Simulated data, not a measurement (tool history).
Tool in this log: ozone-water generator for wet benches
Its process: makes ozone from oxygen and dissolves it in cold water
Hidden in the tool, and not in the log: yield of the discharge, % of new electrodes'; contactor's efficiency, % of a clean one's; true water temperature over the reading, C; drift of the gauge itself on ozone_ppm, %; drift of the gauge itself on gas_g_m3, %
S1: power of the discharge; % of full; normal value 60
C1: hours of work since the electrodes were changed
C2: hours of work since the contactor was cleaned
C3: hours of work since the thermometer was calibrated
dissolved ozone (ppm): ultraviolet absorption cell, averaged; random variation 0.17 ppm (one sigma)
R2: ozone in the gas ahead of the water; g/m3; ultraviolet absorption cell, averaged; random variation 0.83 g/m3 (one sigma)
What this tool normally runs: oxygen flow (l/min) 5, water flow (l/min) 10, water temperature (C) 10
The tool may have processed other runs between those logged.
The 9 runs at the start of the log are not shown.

{"run": 10, "hour": 316.8, "S1": 60, "oxygen flow (l/min)": 5, "water flow (l/min)": 10, "water temperature (C)": 10, "C1": 547, "C2": 1047, "C3": 538, "dissolved ozone (ppm)": 22.1, "R2": 131.4}
{"run": 11, "hour": 351.6, "S1": 60, "oxygen flow (l/min)": 5, "water flow (l/min)": 10, "water temperature (C)": 10, "C1": 569, "C2": 1068, "C3": 559, "dissolved ozone (ppm)": 22.2, "R2": 131.4}
{"run": 12, "hour": 400.7, "S1": 58, "oxygen flow (l/min)": 5, "water flow (l/min)": 10, "water temperature (C)": 10, "C1": 599, "C2": 1099, "C3": 589, "dissolved ozone (ppm)": 21.4, "R2": 128.1}
{"run": 13, "hour": 425.5, "S1": 58, "oxygen flow (l/min)": 5, "water flow (l/min)": 10, "water temperature (C)": 10, "C1": 615, "C2": 1114, "C3": 605, "dissolved ozone (ppm)": 21.8, "R2": 128.5}
{"run": 14, "hour": 453.8, "S1": 58, "oxygen flow (l/min)": 5, "water flow (l/min)": 10, "water temperature (C)": 10, "C1": 632, "C2": 1132, "C3": 622, "dissolved ozone (ppm)": 21.8, "R2": 127.7}
{"run": 15, "hour": 486.6, "S1": 60, "oxygen flow (l/min)": 5, "water flow (l/min)": 10, "water temperature (C)": 10, "C1": 653, "C2": 1152, "C3": 643, "dissolved ozone (ppm)": 22.2, "R2": 130.2}
{"run": 16, "hour": 518.0, "S1": 60, "oxygen flow (l/min)": 5, "water flow (l/min)": 10, "water temperature (C)": 10, "C1": 672, "C2": 1171, "C3": 662, "dissolved ozone (ppm)": 22.2, "R2": 131.3}
{"run": 17, "hour": 551.5, "S1": 60, "oxygen flow (l/min)": 5, "water flow (l/min)": 10, "water temperature (C)": 10, "C1": 693, "C2": 1192, "C3": 683, "dissolved ozone (ppm)": 22.5, "R2": 131.3}
{"run": 18, "hour": 593.8, "S1": 60, "oxygen flow (l/min)": 5, "water flow (l/min)": 10, "water temperature (C)": 10, "C1": 719, "C2": 1218, "C3": 709, "dissolved ozone (ppm)": 21.6, "R2": 131.1}
{"run": 19, "hour": 626.0, "S1": 60, "oxygen flow (l/min)": 5, "water flow (l/min)": 10, "water temperature (C)": 10, "C1": 739, "C2": 1238, "C3": 729, "dissolved ozone (ppm)": 22.1, "R2": 132}
{"run": 20, "hour": 660.8, "S1": 56, "oxygen flow (l/min)": 2.64, "water flow (l/min)": 11, "water temperature (C)": 12, "C1": 760, "C2": 1260, "C3": 750, "dissolved ozone (ppm)": 20.5, "R2": 191.4}
{"run": 21, "hour": 690.3, "S1": 56, "oxygen flow (l/min)": 2.64, "water flow (l/min)": 11, "water temperature (C)": 12, "C1": 778, "C2": 1278, "C3": 769, "dissolved ozone (ppm)": 20.5, "R2": 191.8}
{"run": 22, "hour": 728.7, "S1": 72, "oxygen flow (l/min)": 7.74, "water flow (l/min)": 10, "water temperature (C)": 11, "C1": 802, "C2": 1302, "C3": 792, "dissolved ozone (ppm)": 21.4, "R2": 109.5}
{"run": 23, "hour": 764.0, "S1": 72, "oxygen flow (l/min)": 7.74, "water flow (l/min)": 10, "water temperature (C)": 11, "C1": 824, "C2": 1323, "C3": 814, "dissolved ozone (ppm)": 21.9, "R2": 111.7}
{"run": 24, "hour": 794.1, "S1": 50, "oxygen flow (l/min)": 5, "water flow (l/min)": 10, "water temperature (C)": 10, "C1": 843, "C2": 1342, "C3": 833, "dissolved ozone (ppm)": 19.8, "R2": 115.6}
{"run": 25, "hour": 838.5, "S1": 75, "oxygen flow (l/min)": 5, "water flow (l/min)": 7, "water temperature (C)": 10, "C1": 870, "C2": 1370, "C3": 860, "dissolved ozone (ppm)": 32.6, "R2": 152.8}
{"run": 26, "hour": 883.3, "S1": 57, "oxygen flow (l/min)": 5, "water flow (l/min)": 10, "water temperature (C)": 10, "C1": 898, "C2": 1397, "C3": 888, "dissolved ozone (ppm)": 21.1, "R2": 125.7}
{"run": 27, "hour": 928.9, "S1": 60, "oxygen flow (l/min)": 5, "water flow (l/min)": 8, "water temperature (C)": 13, "C1": 926, "C2": 1425, "C3": 916, "dissolved ozone (ppm)": 24.1, "R2": 130.2}
{"run": 28, "hour": 963.4, "S1": 60, "oxygen flow (l/min)": 4.65, "water flow (l/min)": 7, "water temperature (C)": 9, "C1": 947, "C2": 1447, "C3": 937, "dissolved ozone (ppm)": 29.2, "R2": 136.3}
{"run": 29, "hour": 997.6, "S1": 60, "oxygen flow (l/min)": 4.65, "water flow (l/min)": 7, "water temperature (C)": 9, "C1": 968, "C2": 1468, "C3": 959, "dissolved ozone (ppm)": 29, "R2": 138.6}
{"run": 30, "hour": 1032.0, "S1": 60, "oxygen flow (l/min)": 4.65, "water flow (l/min)": 7, "water temperature (C)": 9, "C1": 990, "C2": 1489, "C3": 980, "dissolved ozone (ppm)": 29, "R2": 136.1}
{"run": 31, "hour": 1058.7, "S1": 44, "oxygen flow (l/min)": 4.06, "water flow (l/min)": 7, "water temperature (C)": 6, "C1": 1006, "C2": 1506, "C3": 996, "dissolved ozone (ppm)": 25.8, "R2": 121.9}
{"run": 32, "hour": 1101.1, "S1": 60, "oxygen flow (l/min)": 3.57, "water flow (l/min)": 8, "water temperature (C)": 15, "C1": 1033, "C2": 1532, "C3": 1023, "dissolved ozone (ppm)": 25.1, "R2": 162.8}

Below are 4 alternative next runs, each starting from the tool's condition after run 32. Predict each:
{"run": "A", "hour": 1122.4, "S1": 60, "oxygen flow (l/min)": 3.57, "water flow (l/min)": 6, "water temperature (C)": 15, "C1": 1046, "C2": 1545, "C3": 1036, "dissolved ozone (ppm)": "?", "R2": "?"}
{"run": "B", "hour": 1122.4, "S1": 60, "oxygen flow (l/min)": 4.69, "water flow (l/min)": 15, "water temperature (C)": 8, "C1": 1046, "C2": 1545, "C3": 1036, "dissolved ozone (ppm)": "?", "R2": "?"}
{"run": "C", "hour": 1122.4, "S1": 60, "oxygen flow (l/min)": 6.87, "water flow (l/min)": 8, "water temperature (C)": 8, "C1": 1046, "C2": 1545, "C3": 1036, "dissolved ozone (ppm)": "?", "R2": "?"}
{"run": "D", "hour": 1122.4, "S1": 47, "oxygen flow (l/min)": 3.57, "water flow (l/min)": 8, "water temperature (C)": 15, "C1": 1046, "C2": 1545, "C3": 1036, "dissolved ozone (ppm)": "?", "R2": "?"}

run=A dissolved_ozone_(ppm)=30.5 R2=164.2
run=B dissolved_ozone_(ppm)=16.1 R2=134.4
run=C dissolved_ozone_(ppm)=24.1 R2=106.7
run=D dissolved_ozone_(ppm)=21.7 R2=136.6
What these runs would have given with no unlogged condition in the tool:
run=A dissolved_ozone_(ppm)=31.6 R2=167.7
run=B dissolved_ozone_(ppm)=16.8 R2=137.3
run=C dissolved_ozone_(ppm)=25.1 R2=108.9
run=D dissolved_ozone_(ppm)=22.5 R2=139
